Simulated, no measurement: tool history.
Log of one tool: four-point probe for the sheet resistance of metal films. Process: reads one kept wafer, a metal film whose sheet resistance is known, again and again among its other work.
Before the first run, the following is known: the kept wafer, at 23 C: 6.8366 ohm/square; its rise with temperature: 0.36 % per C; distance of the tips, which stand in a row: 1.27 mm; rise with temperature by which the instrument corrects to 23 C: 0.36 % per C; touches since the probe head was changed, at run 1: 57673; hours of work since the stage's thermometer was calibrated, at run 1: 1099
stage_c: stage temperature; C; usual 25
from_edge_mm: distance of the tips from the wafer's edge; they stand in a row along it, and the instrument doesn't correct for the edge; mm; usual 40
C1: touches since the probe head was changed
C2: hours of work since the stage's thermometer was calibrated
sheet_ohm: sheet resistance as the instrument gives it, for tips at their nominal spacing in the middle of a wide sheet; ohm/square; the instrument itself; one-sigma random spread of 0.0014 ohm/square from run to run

{"run": 1, "hour": 0.0, "stage_c": 25, "from_edge_mm": 40, "C1": 57673, "C2": 1099, "sheet_ohm": 6.848497}
{"run": 2, "hour": 16.3, "stage_c": 25, "from_edge_mm": 40, "C1": 58352, "C2": 1108, "sheet_ohm": 6.846534}
{"run": 3, "hour": 50.4, "stage_c": 25, "from_edge_mm": 40, "C1": 59769, "C2": 1127, "sheet_ohm": 6.846682}
{"run": 4, "hour": 83.4, "stage_c": 25, "from_edge_mm": 40, "C1": 61146, "C2": 1146, "sheet_ohm": 6.848078}
{"run": 5, "hour": 104.1, "stage_c": 25, "from_edge_mm": 11, "C1": 62007, "C2": 1158, "sheet_ohm": 6.893285}
{"run": 6, "hour": 134.4, "stage_c": 25, "from_edge_mm": 11, "C1": 63269, "C2": 1175, "sheet_ohm": 6.894355}
{"run": 7, "hour": 165.4, "stage_c": 25, "from_edge_mm": 11, "C1": 64559, "C2": 1192, "sheet_ohm": 6.896561}
{"run": 8, "hour": 198.8, "stage_c": 25, "from_edge_mm": 41, "C1": 65951, "C2": 1211, "sheet_ohm": 6.847774}
{"run": 9, "hour": 213.1, "stage_c": 25, "from_edge_mm": 40, "C1": 66543, "C2": 1219, "sheet_ohm": 6.849103}
{"run": 10, "hour": 234.3, "stage_c": 25, "from_edge_mm": 3, "C1": 67428, "C2": 1231, "sheet_ohm": 7.445336}
{"run": 11, "hour": 263.0, "stage_c": 25, "from_edge_mm": 40, "C1": 68622, "C2": 1248, "sheet_ohm": 6.852591}
{"run": 12, "hour": 282.1, "stage_c": 25, "from_edge_mm": 40, "C1": 69416, "C2": 1258, "sheet_ohm": 6.852356}
{"hour": 314.5, "done": "stage's thermometer calibrated"}
{"run": 13, "hour": 317.0, "stage_c": 25, "from_edge_mm": 40, "C1": 70849, "C2": 1, "sheet_ohm": 6.85243}
{"run": 14, "hour": 347.3, "stage_c": 25, "from_edge_mm": 13, "C1": 72112, "C2": 19, "sheet_ohm": 6.883471}
{"run": 15, "hour": 366.7, "stage_c": 28, "from_edge_mm": 24, "C1": 72920, "C2": 30, "sheet_ohm": 6.85759}
{"run": 16, "hour": 387.2, "stage_c": 30, "from_edge_mm": 17, "C1": 73772, "C2": 41, "sheet_ohm": 6.868903}
{"run": 17, "hour": 416.5, "stage_c": 30, "from_edge_mm": 17, "C1": 74993, "C2": 58, "sheet_ohm": 6.870123}
{"run": 18, "hour": 434.5, "stage_c": 20, "from_edge_mm": 20, "C1": 75740, "C2": 68, "sheet_ohm": 6.864092}
{"run": 19, "hour": 455.5, "stage_c": 27, "from_edge_mm": 62, "C1": 76613, "C2": 80, "sheet_ohm": 6.849209}
{"run": 20, "hour": 474.7, "stage_c": 27, "from_edge_mm": 62, "C1": 77417, "C2": 91, "sheet_ohm": 6.851714}
{"run": 21, "hour": 489.9, "stage_c": 27, "from_edge_mm": 62, "C1": 78048, "C2": 99, "sheet_ohm": 6.852745}
{"run": 22, "hour": 520.3, "stage_c": 21, "from_edge_mm": 62, "C1": 79315, "C2": 117, "sheet_ohm": 6.849651}
{"run": 23, "hour": 541.8, "stage_c": 25, "from_edge_mm": 7, "C1": 80207, "C2": 129, "sheet_ohm": 6.969854}
{"run": 24, "hour": 568.9, "stage_c": 28, "from_edge_mm": 9, "C1": 81336, "C2": 144, "sheet_ohm": 6.923121}
{"run": 25, "hour": 598.9, "stage_c": 28, "from_edge_mm": 9, "C1": 82585, "C2": 161, "sheet_ohm": 6.925649}
{"run": 26, "hour": 621.4, "stage_c": 20, "from_edge_mm": 43, "C1": 83520, "C2": 174, "sheet_ohm": 6.853785}

3 ways to go on from here, each from the tool as it stands after run 26. What would each give?
{"run": "A", "hour": 641.5, "stage_c": 20, "from_edge_mm": 3, "C1": 84357, "C2": 185, "sheet_ohm": "?"}
{"run": "B", "hour": 641.5, "stage_c": 23, "from_edge_mm": 40, "C1": 84357, "C2": 185, "sheet_ohm": "?"}
{"run": "C", "hour": 641.5, "stage_c": 18, "from_edge_mm": 43, "C1": 84357, "C2": 185, "sheet_ohm": "?"}

run=A sheet_ohm=7.450093
run=B sheet_ohm=6.854795
run=C sheet_ohm=6.855311
Without the tool's unlogged condition, the same runs would have read:
run=A sheet_ohm=7.433368
run=B sheet_ohm=6.839323
run=C sheet_ohm=6.839807
